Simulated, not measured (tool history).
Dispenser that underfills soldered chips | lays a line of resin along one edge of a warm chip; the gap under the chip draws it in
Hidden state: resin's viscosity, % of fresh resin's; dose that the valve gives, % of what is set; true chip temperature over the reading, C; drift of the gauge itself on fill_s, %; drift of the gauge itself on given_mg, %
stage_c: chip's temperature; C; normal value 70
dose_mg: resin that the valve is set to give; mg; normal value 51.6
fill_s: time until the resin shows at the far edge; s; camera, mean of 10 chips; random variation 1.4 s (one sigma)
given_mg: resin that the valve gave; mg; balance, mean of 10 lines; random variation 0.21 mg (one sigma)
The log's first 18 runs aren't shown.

run     day  stage_c  dose_mg  hours of work since the syringe was changed  hours of work since the valve was cleaned  hours of work since the stage was calibrated  fill_s  given_mg
 19   5.700       68     54.8                                            6                                         21                                           330   174.5     53.74
      5.746  -- new syringe of resin
 20   5.971       61     46.3                                            4                                         25                                           334   219.3     45.39
      6.188  -- new syringe of resin
 21   6.225       69     63.5                                            1                                         29                                           338   134.0     61.88
 22   6.454       66     48.3                                            4                                         32                                           341   179.2     46.93
      6.633  -- new syringe of resin
 23   6.812       79     60.2                                            3                                         38                                           347    96.5     58.22
      7.079  -- new syringe of resin
 24   7.079       60     63.1                                            0                                         42                                           351   194.8     61.39
 25   7.392       60     63.1                                            5                                         47                                           356   224.1     60.68
      7.533  -- new syringe of resin
 26   7.817       60     63.1                                            4                                         53                                           362   226.7     60.07
      7.979  -- new syringe of resin
 27   8.271       73     51.6                                            5                                         60                                           369   135.7     48.86
      8.421  -- new syringe of resin
 28   8.504       58     51.5                                            1                                         64                                           372   229.8     48.60
      8.883  -- new syringe of resin
 29   8.896       84     61.3                                            0                                         70                                           378    72.7     57.27
      9.338  -- new syringe of resin
 30   9.346       57     54.6                                            0                                         77                                           385   228.7     50.89
 31   9.746       66     54.9                                            6                                         83                                           392   190.6     50.68
      9.792  -- new syringe of resin
 32  10.017       66     61.3                                            4                                         87                                           396   170.6     56.69
     10.254  -- new syringe of resin
 33  10.500       66     61.3                                            4                                         94                                           403   168.6     56.24
     10.721  -- new syringe of resin
     10.762  -- dispensing valve cleaned and set on the balance
 34  10.896       66     61.3                                            2                                          2                                           409   156.4     61.56

3 options for the next run, each taken on its own from the tool as it stands now. Forecast them:
     11.217  -- new syringe of resin
  A  11.258       69     53.9                                            1                                          8                                           414       ?         ?
     11.217  -- new syringe of resin
  B  11.258       59     51.6                                            1                                          8                                           414       ?         ?
     11.217  -- new syringe of resin
  C  11.258       70     58.6                                            1                                          8                                           414       ?         ?

run  fill_s  given_mg
  A   136.0     53.71
  B   213.1     51.60
  C   129.6     58.44
Without the tool's hidden state the same runs would have given:
run  fill_s  given_mg
  A   137.2     54.07
  B   215.3     51.95
  C   130.7     58.83
